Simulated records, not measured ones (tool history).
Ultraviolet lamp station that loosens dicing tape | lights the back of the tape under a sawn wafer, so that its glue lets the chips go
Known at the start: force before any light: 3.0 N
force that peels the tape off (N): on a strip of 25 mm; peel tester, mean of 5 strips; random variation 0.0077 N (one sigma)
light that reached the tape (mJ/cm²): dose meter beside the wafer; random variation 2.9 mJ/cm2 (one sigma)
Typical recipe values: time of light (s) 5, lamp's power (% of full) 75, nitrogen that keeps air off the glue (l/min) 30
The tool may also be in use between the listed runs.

run   hour  time of light (s)  lamp's power (% of full)  nitrogen that keeps air off the glue (l/min)  force that peels the tape off (N)  light that reached the tape (mJ/cm²)
  1      0                  5                        75                                            30                               0.32                                   389
  2    9.8                  5                        75                                            30                              0.336                                   391
  3   14.5                  5                        75                                            14                              0.454                                   395
  4   23.3                  5                        75                                            42                              0.299                                   392
  5   29.4                  5                        75                                            42                              0.311                                   390
  6   34.6                  5                        75                                            23                              0.355                                   393
  7   43.2                  5                        75                                            30                              0.334                                   388
  8   52.3                  5                        75                                             9                              0.506                                   393
  9     59                  5                        75                                             9                              0.525                                   388
 10   67.7                  4                        75                                             9                              0.726                                   308
 11   73.6                  5                        75                                            30                              0.333                                   381
 12   80.3                  5                        75                                            30                              0.371                                   381
 13   89.2                  5                        75                                            30                               0.36                                   379
 14   98.1                  5                        75                                            30                              0.339                                   378
 15  105.7                  5                        75                                            30                              0.356                                   382
 16  109.8                  5                        75                                            30                              0.357                                   382
 17  116.1                  5                        75                                            30                              0.354                                   379
 18  123.3                  4                        72                                            30                              0.559                                   287
 19    130                  4                        72                                            30                              0.551                                   295
 20  138.9                  4                        72                                            30                              0.553                                   288
 21  144.4                  4                        79                                            30                              0.473                                   318
 22  149.8                  4                        79                                            30                              0.472                                   316
 23  154.1                  7                        79                                            30                              0.188                                   555
 24  159.9                  7                        79                                            30                              0.183                                   551
 25  166.6                  7                        79                                            30                              0.199                                   553
 26  171.2                  7                        79                                            30                                0.2                                   550
 27  175.5                  8                        91                                            30                              0.141                                   727
 28  180.3                  2                        61                                            50                              1.346                                   122
 29  187.3                  9                        61                                            12                               0.27                                   546
 30  193.8                  5                        63                                            30                              0.474                                   311
 31  200.4                  6                        79                                            24                              0.275                                   476

Below are 5 alternative next runs, each starting from the tool's condition after run 31. Predict each:
  A   209                  5                        61                                            30                                  ?                                     ?
  B   209                  6                        65                                            35                                  ?                                     ?
  C   209                 10                        89                                            51                                  ?                                     ?
  D   209                  3                        79                                            24                                  ?                                     ?
  E   209                  2                        93                                            53                                  ?                                     ?

run  force that peels the tape off (N)  light that reached the tape (mJ/cm²)
  A                              0.528                                   298
  B                              0.339                                   388
  C                              0.118                                   877
  D                              0.752                                   235
  E                              0.918                                   185
What these runs would have given with no unlogged condition in the tool:
run  force that peels the tape off (N)  light that reached the tape (mJ/cm²)
  A                              0.421                                   344
  B                              0.268                                   447
  C                              0.115                                  1012
  D                              0.621                                   271
  E                              0.772                                   213
